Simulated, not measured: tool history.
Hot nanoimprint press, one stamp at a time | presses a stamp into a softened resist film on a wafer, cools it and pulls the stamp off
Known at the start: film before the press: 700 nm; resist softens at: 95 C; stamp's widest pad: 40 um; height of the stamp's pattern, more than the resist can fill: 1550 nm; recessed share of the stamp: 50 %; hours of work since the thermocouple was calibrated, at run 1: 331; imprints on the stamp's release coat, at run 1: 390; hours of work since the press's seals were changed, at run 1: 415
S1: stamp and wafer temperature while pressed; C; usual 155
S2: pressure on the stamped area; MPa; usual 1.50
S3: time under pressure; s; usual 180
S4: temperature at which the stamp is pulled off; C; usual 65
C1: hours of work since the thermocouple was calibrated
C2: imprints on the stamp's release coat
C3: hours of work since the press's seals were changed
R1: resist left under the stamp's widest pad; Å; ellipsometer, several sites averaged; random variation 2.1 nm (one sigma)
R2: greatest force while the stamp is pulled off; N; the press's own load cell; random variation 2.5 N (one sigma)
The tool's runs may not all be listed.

Run 1, day 0.000: usual settings; C1 331; C2 390; C3 415. Result: R1 3658 Å, R2 137 N.
Run 2, day 0.600: usual settings; C1 339; C2 423; C3 423. Result: R1 3655 Å, R2 134 N.
Run 3, day 1.233: usual settings; C1 348; C2 458; C3 432. Result: R1 3575 Å, R2 135 N.
Run 4, day 1.875: usual settings; C1 357; C2 494; C3 441. Result: R1 3661 Å, R2 138 N.
At day 2.808: plate thermocouple calibrated.
Run 5, day 3.175: usual settings; C1 5; C2 559; C3 458. Result: R1 3384 Å, R2 138 N.
Run 6, day 4.283: usual settings; C1 21; C2 621; C3 473. Result: R1 3380 Å, R2 142 N.
Run 7, day 5.704: usual settings but S2 1.35 MPa; C1 41; C2 700; C3 493. Result: R1 3533 Å, R2 143 N.
Run 8, day 6.617: usual settings but S2 1.35 MPa; C1 54; C2 750; C3 506. Result: R1 3578 Å, R2 148 N.
Run 9, day 7.758: usual settings but S2 1.46 MPa; C1 70; C2 814; C3 522. Result: R1 3487 Å, R2 152 N.
Run 10, day 8.846: usual settings; C1 85; C2 874; C3 537. Result: R1 3462 Å, R2 151 N.
Run 11, day 10.229: usual settings; C1 104; C2 951; C3 557. Result: R1 3482 Å, R2 149 N.
Run 12, day 11.396: usual settings; C1 121; C2 1015; C3 573. Result: R1 3474 Å, R2 157 N.
Run 13, day 12.546: usual settings but S1 149 C; C1 137; C2 1079; C3 589. Result: R1 4751 Å, R2 159 N.
Run 14, day 13.571: usual settings but S1 149 C; C1 151; C2 1136; C3 604. Result: R1 4734 Å, R2 166 N.
Run 15, day 14.546: usual settings but S1 153 C; C1 165; C2 1190; C3 617. Result: R1 3921 Å, R2 169 N.
Run 16, day 15.242: usual settings but S1 166 C, S2 2.26 MPa, S3 103 s, S4 52 C; C1 175; C2 1229; C3 627. Result: R1 1950 Å, R2 204 N.
Run 17, day 16.488: usual settings but S1 166 C, S2 2.26 MPa, S3 103 s, S4 52 C; C1 192; C2 1298; C3 645. Result: R1 1962 Å, R2 210 N.
Run 18, day 17.496: usual settings but S1 153 C, S2 2.26 MPa, S3 156 s, S4 52 C; C1 206; C2 1354; C3 659. Result: R1 3546 Å, R2 218 N.
Run 19, day 18.650: usual settings but S1 147 C, S4 54 C; C1 223; C2 1418; C3 675. Result: R1 5290 Å, R2 218 N.
Run 20, day 20.000: usual settings but S1 167 C, S2 1.40 MPa; C1 241; C2 1493; C3 694. Result: R1 1892 Å, R2 175 N.
Run 21, day 21.421: usual settings but S1 167 C, S2 1.40 MPa; C1 261; C2 1572; C3 714. Result: R1 1922 Å, R2 190 N.
Run 22, day 22.550: usual settings but S1 167 C, S2 1.25 MPa, S4 53 C; C1 277; C2 1634; C3 730. Result: R1 2014 Å, R2 227 N.
Run 23, day 23.500: usual settings but S1 166 C, S2 2.27 MPa, S3 112 s, S4 73 C; C1 291; C2 1687; C3 743. Result: R1 1934 Å, R2 160 N.
At day 24.921: stamp cleaned and given a new release coat.
Run 24, day 24.942: usual settings but S3 106 s; C1 307; C2 1; C3 760. Result: R1 4301 Å, R2 121 N.
Run 25, day 25.883: usual settings but S1 161 C; C1 321; C2 53; C3 773. Result: R1 2605 Å, R2 125 N.
Run 26, day 26.592: usual settings but S1 161 C; C1 331; C2 93; C3 783. Result: R1 2621 Å, R2 122 N.
Run 27, day 27.354: usual settings but S1 157 C, S2 2.09 MPa, S4 56 C; C1 341; C2 135; C3 794. Result: R1 2890 Å, R2 143 N.
Run 28, day 28.512: usual settings but S4 66 C; C1 358; C2 199; C3 810. Result: R1 3684 Å, R2 124 N.
Run 29, day 29.112: usual settings but S4 66 C; C1 366; C2 232; C3 818. Result: R1 3736 Å, R2 129 N.
At day 29.404: plate thermocouple calibrated.
Run 30, day 30.254: usual settings but S1 148 C, S2 1.91 MPa; C1 12; C2 289; C3 833. Result: R1 4537 Å, R2 123 N.

Some steps in R1 between neighbouring runs. How much of each would the tool show without its hidden state too (settings, what came in, random variation), and how much is left for the hidden state, with any gauge scatter that isn't in both results?
The hidden state here: true temperature over the reading, C; pressure that arrives at the usual setting, %; grip of the stamp's worn release coat, % over a new coat's; drift of the gauge itself on residual_nm, %; drift of the gauge itself on pull_off_n, %.
Run 4 -> 5: plate thermocouple calibrated. R1 -277 Å: hidden state -281, all else +4.
Run 15 -> 16: S1 153 -> 166, S2 1.50 -> 2.26, S3 180 -> 103, S4 65 -> 52. R1 -1971 Å: hidden state -62, all else -1909.
Run 19 -> 20: S1 147 -> 167, S2 1.50 -> 1.40, S4 54 -> 65. R1 -3398 Å: hidden state -116, all else -3282.
Run 23 -> 24: S1 166 -> 155, S2 2.27 -> 1.50, S3 112 -> 106, S4 73 -> 65, stamp cleaned and given a new release coat. R1 +2367 Å: hidden state +132, all else +2235.
Run 29 -> 30: S1 155 -> 148, S2 1.50 -> 1.91, S4 66 -> 65, plate thermocouple calibrated. R1 +801 Å: hidden state -222, all else +1023.
